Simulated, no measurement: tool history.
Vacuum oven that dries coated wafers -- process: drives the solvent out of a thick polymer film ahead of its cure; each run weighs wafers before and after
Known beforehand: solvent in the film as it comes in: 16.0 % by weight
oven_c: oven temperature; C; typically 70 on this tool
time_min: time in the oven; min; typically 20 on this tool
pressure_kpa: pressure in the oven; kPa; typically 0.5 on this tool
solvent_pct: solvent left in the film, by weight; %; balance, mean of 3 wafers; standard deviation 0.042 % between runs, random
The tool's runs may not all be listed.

run,hour,oven_c,time_min,pressure_kpa,solvent_pct
1,0,70,20,0.5,2.54
2,11.1,70,20,0.5,2.5
3,28,70,20,0.5,2.46
4,37.7,70,20,0.5,2.49
5,48.1,70,11,0.5,5.06
6,64.2,70,11,0.5,5.17
7,79,70,11,0.5,5.13
8,89.4,70,20,0.5,2.45
9,109.8,70,25,0.5,1.56
10,124.7,70,20,1.699,2.74
11,139.7,70,20,0.554,2.45
12,150.3,70,20,0.554,2.4
13,165.1,70,20,0.5,2.31
14,175.4,70,20,0.5,2.44
15,185.7,60,20,0.5,5.19
16,203.7,60,20,0.5,5.19
17,221.2,60,20,0.625,5.18
18,235.3,60,20,0.625,5.25
19,243.9,60,20,0.625,5.2
20,259.7,70,14,0.473,3.94
21,279.4,70,14,0.473,3.85
22,292.8,70,11,0.5,5.05
23,306.1,70,11,0.5,5.01
24,325.9,70,11,0.5,4.93
25,342.3,83,20,0.5,0.43
26,361.3,83,20,0.5,0.34
27,381,62,20,0.411,4.62
28,397.9,61,22,1.335,4.72
29,408.1,56,20,0.499,6.47
30,419.5,56,22,0.722,6.12
31,428.2,56,22,0.722,6.12
32,441.1,70,31,0.296,0.92

Alternative continuations, all from the tool just after run 32; predict every row:
A,452.9,70,20,0.259,?
B,452.9,83,20,0.547,?
C,452.9,58,32,0.409,?

run,solvent_pct
A,2.24
B,0.4
C,3.54
Take away the tool's hidden state, keep each run's random variation, and the runs would have read:
run,solvent_pct
A,2.47
B,0.46
C,3.83
